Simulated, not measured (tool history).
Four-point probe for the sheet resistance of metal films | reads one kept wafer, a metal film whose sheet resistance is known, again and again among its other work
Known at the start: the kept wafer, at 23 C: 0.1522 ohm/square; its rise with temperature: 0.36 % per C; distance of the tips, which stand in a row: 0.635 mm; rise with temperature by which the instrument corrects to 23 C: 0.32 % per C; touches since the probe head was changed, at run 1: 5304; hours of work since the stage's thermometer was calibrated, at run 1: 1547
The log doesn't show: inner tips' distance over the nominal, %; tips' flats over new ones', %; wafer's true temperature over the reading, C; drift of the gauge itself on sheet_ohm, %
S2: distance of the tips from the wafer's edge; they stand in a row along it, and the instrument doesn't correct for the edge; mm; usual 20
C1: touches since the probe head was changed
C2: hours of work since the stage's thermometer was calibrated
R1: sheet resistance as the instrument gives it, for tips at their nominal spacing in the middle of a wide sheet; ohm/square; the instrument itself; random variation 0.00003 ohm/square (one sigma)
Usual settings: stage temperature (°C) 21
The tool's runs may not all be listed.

Run 1, day 0: usual settings; C1 5304; C2 1547. Result: R1 0.152174 ohm/square.
Run 2, day 0.842: usual settings; C1 5683; C2 1561. Result: R1 0.152181 ohm/square.
Run 3, day 1.504: usual settings; C1 5982; C2 1572. Result: R1 0.152223 ohm/square.
Run 4, day 2.012: usual settings; C1 6209; C2 1580. Result: R1 0.152155 ohm/square.
Run 5, day 2.496: usual settings; C1 6426; C2 1588. Result: R1 0.152207 ohm/square.
Run 6, day 3.346: usual settings but S2 4 mm; C1 6810; C2 1602. Result: R1 0.154187 ohm/square.
Run 7, day 3.971: usual settings but S2 4 mm; C1 7090; C2 1612. Result: R1 0.154169 ohm/square.
Run 8, day 4.517: usual settings but S2 4 mm; C1 7337; C2 1621. Result: R1 0.15421 ohm/square.
Run 9, day 5.096: usual settings but stage temperature (°C) 22, S2 55 mm; C1 7597; C2 1631. Result: R1 0.152247 ohm/square.
Run 10, day 6.004: usual settings but stage temperature (°C) 22, S2 55 mm; C1 8004; C2 1646. Result: R1 0.152172 ohm/square.
Run 11, day 6.708: usual settings but stage temperature (°C) 34, S2 65 mm; C1 8322; C2 1657. Result: R1 0.152958 ohm/square.
Run 12, day 7.471: usual settings but stage temperature (°C) 34, S2 65 mm; C1 8664; C2 1670. Result: R1 0.152957 ohm/square.
Run 13, day 8.238: usual settings but stage temperature (°C) 34, S2 65 mm; C1 9008; C2 1683. Result: R1 0.152908 ohm/square.
Run 14, day 8.621: usual settings but stage temperature (°C) 34, S2 65 mm; C1 9182; C2 1689. Result: R1 0.152899 ohm/square.
At day 8.721: stage's thermometer calibrated.
Run 15, day 9.046: usual settings but stage temperature (°C) 20, S2 65 mm; C1 9363; C2 5. Result: R1 0.152287 ohm/square.

The next listed run, before its measurement:
Run 16, day 9.658: usual settings but stage temperature (°C) 20, S2 13 mm; C1 9640; C2 15. Result: R1 ?.

{"run 16": {"R1": 0.152465}}
Without the tool's hidden state the same run would have given R1 0.152253 ohm/square.

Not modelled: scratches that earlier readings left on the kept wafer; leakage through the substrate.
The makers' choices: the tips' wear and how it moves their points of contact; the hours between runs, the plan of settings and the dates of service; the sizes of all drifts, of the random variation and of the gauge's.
